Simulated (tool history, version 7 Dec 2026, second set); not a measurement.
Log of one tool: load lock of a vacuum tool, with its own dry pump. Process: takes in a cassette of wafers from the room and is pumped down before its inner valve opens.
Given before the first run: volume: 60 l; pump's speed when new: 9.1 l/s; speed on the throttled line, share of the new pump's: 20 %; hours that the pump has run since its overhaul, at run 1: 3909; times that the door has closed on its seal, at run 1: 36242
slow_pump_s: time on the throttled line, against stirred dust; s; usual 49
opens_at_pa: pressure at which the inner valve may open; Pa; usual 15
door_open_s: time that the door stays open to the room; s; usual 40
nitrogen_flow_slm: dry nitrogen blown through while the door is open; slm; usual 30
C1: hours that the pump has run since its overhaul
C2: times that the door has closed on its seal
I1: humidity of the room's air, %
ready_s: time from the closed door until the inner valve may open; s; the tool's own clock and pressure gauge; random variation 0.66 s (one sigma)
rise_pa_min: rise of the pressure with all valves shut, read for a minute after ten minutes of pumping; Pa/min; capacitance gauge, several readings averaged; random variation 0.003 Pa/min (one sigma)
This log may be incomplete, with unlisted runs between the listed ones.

{"run": 1, "hour": 0.0, "slow_pump_s": 49, "opens_at_pa": 15, "door_open_s": 40, "nitrogen_flow_slm": 30, "C1": 3909, "C2": 36242, "I1": 43.1, "ready_s": 99.4, "rise_pa_min": 0.457}
{"run": 2, "hour": 508.4, "slow_pump_s": 49, "opens_at_pa": 15, "door_open_s": 40, "nitrogen_flow_slm": 20, "C1": 4418, "C2": 38653, "I1": 45.1, "ready_s": 101.1, "rise_pa_min": 0.52}
{"run": 3, "hour": 934.3, "slow_pump_s": 49, "opens_at_pa": 15, "door_open_s": 40, "nitrogen_flow_slm": 20, "C1": 4843, "C2": 40672, "I1": 45.1, "ready_s": 102.1, "rise_pa_min": 0.57}
{"run": 4, "hour": 1483.5, "slow_pump_s": 49, "opens_at_pa": 15, "door_open_s": 40, "nitrogen_flow_slm": 30, "C1": 5393, "C2": 43276, "I1": 44.3, "ready_s": 101.4, "rise_pa_min": 0.63}
{"hour": 1724.8, "done": "door's seal changed, seat wiped"}
{"run": 5, "hour": 1827.7, "slow_pump_s": 34, "opens_at_pa": 15, "door_open_s": 40, "nitrogen_flow_slm": 30, "C1": 5735, "C2": 488, "I1": 46.2, "ready_s": 91.3, "rise_pa_min": 0.026}
{"run": 6, "hour": 2271.7, "slow_pump_s": 49, "opens_at_pa": 25, "door_open_s": 40, "nitrogen_flow_slm": 30, "C1": 6179, "C2": 2593, "I1": 44.7, "ready_s": 99.5, "rise_pa_min": 0.037}

Run 7 is up next; what results do you expect?
{"run": 7, "hour": 2644.7, "slow_pump_s": 68, "opens_at_pa": 15, "door_open_s": 159, "nitrogen_flow_slm": 30, "C1": 6552, "C2": 4361, "I1": 44, "ready_s": "?", "rise_pa_min": "?"}

ready_s: 118.1 s
rise_pa_min: 0.069 Pa/min
Without the tool's hidden state the same run would have given ready_s 113.4 s, rise_pa_min 0.045 Pa/min.

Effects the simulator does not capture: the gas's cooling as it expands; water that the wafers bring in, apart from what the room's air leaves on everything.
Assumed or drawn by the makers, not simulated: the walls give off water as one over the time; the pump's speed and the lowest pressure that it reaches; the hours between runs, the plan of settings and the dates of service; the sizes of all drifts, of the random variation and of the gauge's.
